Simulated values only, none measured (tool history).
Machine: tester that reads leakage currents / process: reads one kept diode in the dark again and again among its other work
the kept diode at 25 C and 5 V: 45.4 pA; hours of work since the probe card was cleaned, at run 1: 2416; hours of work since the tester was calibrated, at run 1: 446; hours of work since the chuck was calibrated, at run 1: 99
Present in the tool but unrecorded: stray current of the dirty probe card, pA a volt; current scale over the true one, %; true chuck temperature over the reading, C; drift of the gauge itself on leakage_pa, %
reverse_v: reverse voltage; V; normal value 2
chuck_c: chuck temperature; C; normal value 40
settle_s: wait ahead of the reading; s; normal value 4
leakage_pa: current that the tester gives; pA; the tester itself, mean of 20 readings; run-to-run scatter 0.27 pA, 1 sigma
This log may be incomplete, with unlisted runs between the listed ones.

run	hour	reverse_v	chuck_c	settle_s	hours of work since the probe card was cleaned	hours of work since the tester was calibrated	hours of work since the chuck was calibrated	leakage_pa
1	0	2	40	4	2416	446	99	90.03
2	76	2	40	4	2457	487	140	89.65
3	154	2	40	4.15	2499	529	182	90.7
4	267	2	40	4.15	2560	590	243	90.09
5	325.2	2	40	4.15	2591	621	274	90.23
6	410.5	2	40	4.15	2637	667	320	90.91
7	506.9	2	40	4.15	2689	719	372	91.31
8	601	2	40	4.15	2740	770	423	91.31
9	701.8	2	40	0.78	2794	824	477	92.58
10	832.3	2	40	4	2864	894	547	91.92
11	890	2	40	4	2895	925	578	91.95
12	984	1.82	40	4	2946	976	629	87.03
13	1073.8	1.82	40	4	2994	1024	677	87.13
14	1183	1.82	40	4	3053	1083	736	87.76
# hour 1194.2: tester calibrated
15	1273.3	1.82	40	4	3100	43	784	87.63
16	1388.7	2	40	4	3163	105	846	93.75
17	1454.5	2	40	4	3198	140	881	93.65
18	1536.7	2	40	4	3242	184	926	93.99
19	1616	2	40	4	3285	227	968	93.88
20	1728.4	2	40	4	3346	288	1029	93.95
# hour 1743: tester calibrated, once more
21	1817.4	3.83	40	7.57	3392	40	1076	135.18
22	1938.7	10.6	45	4	3458	105	1141	357.34
23	2049	10.6	45	4	3517	165	1200	356.5
24	2165.7	2.72	50	0.41	3580	228	1263	233.52
25	2247.3	6.51	49	0.61	3624	272	1307	361.2
26	2374.9	3.19	59	0.37	3692	340	1376	475.49
27	2453.2	2	40	2.68	3735	382	1418	94.8
28	2578.1	3.15	40	0.46	3802	450	1485	126.38
# hour 2709.8: probe card cleaned and baked
29	2710.9	2	22	4.06	1	520	1555	22.38
30	2808.2	2	40	1	53	572	1607	94.95
31	2875.8	12.99	35	2.22	89	608	1644	190.79
32	3008.6	17.33	35	1.31	161	680	1715	229.33
33	3065.5	2	40	1.56	192	710	1746	94.41
34	3170.6	2	40	1.56	248	767	1803	94.91
35	3261.5	2.72	23	1.97	297	816	1852	29.65
36	3335.5	1.99	39	4	337	856	1891	87.9
37	3436.1	1.99	46	4	391	910	1946	147.68
38	3507.7	4.06	23	5.04	430	949	1984	37.59
# hour 3577.9: chuck's temperature calibrated
39	3641.4	2.87	30	2.42	501	1019	34	51.34

Pick out some run-to-run changes in leakage_pa. Of each, how much would a tool without hidden state show as well, from the settings, what came in and chance, and how much is left for the hidden state and any gauge scatter not in both results compared?
Run 21 -> 22: reverse_v 3.83 -> 10.6, chuck_c 40 -> 45, settle_s 7.57 -> 4. leakage_pa +222.16 pA: hidden state +12.15, all else +210.01.
Run 23 -> 24: reverse_v 10.6 -> 2.72, chuck_c 45 -> 50, settle_s 4 -> 0.41. leakage_pa -122.98 pA: hidden state -9.12, all else -113.86.
Run 26 -> 27: reverse_v 3.19 -> 2, chuck_c 59 -> 40, settle_s 0.37 -> 2.68. leakage_pa -380.69 pA: hidden state -15.6, all else -365.09.
Run 32 -> 33: reverse_v 17.33 -> 2, chuck_c 35 -> 40, settle_s 1.31 -> 1.56. leakage_pa -134.92 pA: hidden state -8.46, all else -126.46.

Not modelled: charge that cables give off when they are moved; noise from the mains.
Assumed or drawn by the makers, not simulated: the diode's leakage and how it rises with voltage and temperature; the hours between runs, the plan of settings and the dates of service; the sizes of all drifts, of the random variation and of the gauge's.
